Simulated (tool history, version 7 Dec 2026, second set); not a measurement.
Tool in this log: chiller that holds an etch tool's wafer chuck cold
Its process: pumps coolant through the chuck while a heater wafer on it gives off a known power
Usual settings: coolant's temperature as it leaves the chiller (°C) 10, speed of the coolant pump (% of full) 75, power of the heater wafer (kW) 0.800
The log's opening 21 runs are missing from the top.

run     day  coolant's temperature as it leaves the chiller (°C)  speed of the coolant pump (% of full)  power of the heater wafer (kW)  hours since the coolant was changed and the channels were flushed  hours since the pump was overhauled  hours since the chiller's thermometer was calibrated  chuck's temperature once it has settled (°C)  how much warmer the coolant comes back (C)
 22  21.992                                                   19                                     98                           0.800                                                               8399                                 1038                                                    44                                          25.9                                        1.37
 23  23.171                                                    6                                     79                           0.871                                                               8428                                 1066                                                    72                                          15.1                                        1.96
 24  24.196                                                   11                                     75                           0.800                                                               8452                                 1091                                                    97                                          19.8                                        1.95
 25  24.892                                                    8                                     86                           0.412                                                               8469                                 1108                                                   113                                          11.9                                        0.86
 26  25.529                                                    8                                     86                           0.412                                                               8484                                 1123                                                   129                                          12.0                                        0.82
 27  26.725                                                    8                                     86                           0.412                                                               8513                                 1152                                                   157                                          12.1                                        0.82
 28  27.675                                                    8                                     86                           0.412                                                               8536                                 1175                                                   180                                          12.2                                        0.92
 29  28.321                                                    8                                     86                           0.412                                                               8551                                 1190                                                   196                                          12.1                                        0.91
 30  29.129                                                    8                                     77                           0.412                                                               8571                                 1210                                                   215                                          12.6                                        0.93
 31  30.088                                                    8                                     77                           0.412                                                               8594                                 1232                                                   238                                          12.6                                        0.89

Here are 5 independent what-if runs from the current tool condition. What would each one return?
  A  31.121                                                   11                                     85                           0.472                                                               8618                                 1257                                                   263                                             ?                                           ?
  B  31.121                                                   12                                     92                           0.806                                                               8618                                 1257                                                   263                                             ?                                           ?
  C  31.121                                                   10                                     93                           0.844                                                               8618                                 1257                                                   263                                             ?                                           ?
  D  31.121                                                   10                                     64                           0.800                                                               8618                                 1257                                                   263                                             ?                                           ?
  E  31.121                                                   10                                     87                           0.994                                                               8618                                 1257                                                   263                                             ?                                           ?

run  chuck's temperature once it has settled (°C)  how much warmer the coolant comes back (C)
  A                                          15.7                                        0.91
  B                                          19.4                                        1.58
  C                                          17.7                                        1.58
  D                                          20.3                                        2.29
  E                                          19.5                                        1.99
With no hidden state in the tool, these same runs would have given:
run  chuck's temperature once it has settled (°C)  how much warmer the coolant comes back (C)
  A                                          14.8                                        0.90
  B                                          18.1                                        1.57
  C                                          16.3                                        1.56
  D                                          18.5                                        2.27
  E                                          17.8                                        1.96
